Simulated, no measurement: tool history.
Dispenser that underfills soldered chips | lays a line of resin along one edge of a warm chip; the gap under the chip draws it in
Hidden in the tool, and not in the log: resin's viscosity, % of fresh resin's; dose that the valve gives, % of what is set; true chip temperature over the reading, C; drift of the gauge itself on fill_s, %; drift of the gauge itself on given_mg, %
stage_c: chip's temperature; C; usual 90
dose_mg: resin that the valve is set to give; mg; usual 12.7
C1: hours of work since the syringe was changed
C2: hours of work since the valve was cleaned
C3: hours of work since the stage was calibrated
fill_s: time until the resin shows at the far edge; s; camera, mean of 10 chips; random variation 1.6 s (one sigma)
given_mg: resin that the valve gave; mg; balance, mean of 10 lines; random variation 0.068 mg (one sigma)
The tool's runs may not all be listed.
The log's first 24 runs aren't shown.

{"day": 9.492, "done": "new syringe of resin"}
{"run": 25, "day": 9.888, "stage_c": 90, "dose_mg": 15.2, "C1": 7, "C2": 60, "C3": 295, "fill_s": 181.5, "given_mg": 14.87}
{"day": 9.946, "done": "new syringe of resin"}
{"run": 26, "day": 10.192, "stage_c": 86, "dose_mg": 13.3, "C1": 4, "C2": 65, "C3": 300, "fill_s": 192.9, "given_mg": 12.88}
{"day": 10.412, "done": "new syringe of resin"}
{"run": 27, "day": 10.492, "stage_c": 90, "dose_mg": 12.7, "C1": 1, "C2": 70, "C3": 305, "fill_s": 147.2, "given_mg": 12.3}
{"run": 28, "day": 10.833, "stage_c": 80, "dose_mg": 14.8, "C1": 7, "C2": 76, "C3": 311, "fill_s": 284.1, "given_mg": 14.32}
{"day": 10.883, "done": "new syringe of resin"}
{"run": 29, "day": 11.183, "stage_c": 87, "dose_mg": 11.9, "C1": 5, "C2": 81, "C3": 316, "fill_s": 202.3, "given_mg": 11.37}
{"day": 11.325, "done": "new syringe of resin"}
{"day": 11.367, "done": "dispensing valve cleaned and set on the balance"}
{"run": 30, "day": 11.621, "stage_c": 80, "dose_mg": 13.0, "C1": 4, "C2": 4, "C3": 323, "fill_s": 256.2, "given_mg": 12.98}
{"day": 11.842, "done": "new syringe of resin"}
{"run": 31, "day": 11.892, "stage_c": 80, "dose_mg": 13.0, "C1": 1, "C2": 9, "C3": 327, "fill_s": 219.4, "given_mg": 12.94}
{"day": 12.292, "done": "new syringe of resin"}
{"run": 32, "day": 12.412, "stage_c": 100, "dose_mg": 11.3, "C1": 2, "C2": 17, "C3": 336, "fill_s": 104.8, "given_mg": 11.24}
{"day": 12.767, "done": "new syringe of resin"}
{"run": 33, "day": 12.846, "stage_c": 101, "dose_mg": 16.1, "C1": 1, "C2": 24, "C3": 343, "fill_s": 93.5, "given_mg": 16.05}
{"day": 13.088, "done": "stage's temperature calibrated"}
{"run": 34, "day": 13.15, "stage_c": 94, "dose_mg": 16.0, "C1": 6, "C2": 29, "C3": 1, "fill_s": 162.7, "given_mg": 15.75}
{"day": 13.258, "done": "new syringe of resin"}
{"day": 13.7, "done": "new syringe of resin"}
{"run": 35, "day": 13.7, "stage_c": 97, "dose_mg": 14.2, "C1": 0, "C2": 37, "C3": 10, "fill_s": 113.0, "given_mg": 13.96}

Forecast each of these 3 alternatives for the next run:
{"day": 14.167, "done": "new syringe of resin"}
{"run": "A", "day": 14.238, "stage_c": 97, "dose_mg": 12.6, "C1": 1, "C2": 46, "C3": 19, "fill_s": "?", "given_mg": "?"}
{"day": 14.167, "done": "new syringe of resin"}
{"run": "B", "day": 14.238, "stage_c": 90, "dose_mg": 12.9, "C1": 1, "C2": 46, "C3": 19, "fill_s": "?", "given_mg": "?"}
{"day": 14.167, "done": "new syringe of resin"}
{"run": "C", "day": 14.238, "stage_c": 90, "dose_mg": 15.4, "C1": 1, "C2": 46, "C3": 19, "fill_s": "?", "given_mg": "?"}

run=A fill_s=123.1 given_mg=12.39
run=B fill_s=160.8 given_mg=12.66
run=C fill_s=157.3 given_mg=15.21
Without the tool's hidden state the same runs would have given:
run=A fill_s=117.6 given_mg=12.59
run=B fill_s=153.7 given_mg=12.86
run=C fill_s=150.5 given_mg=15.45
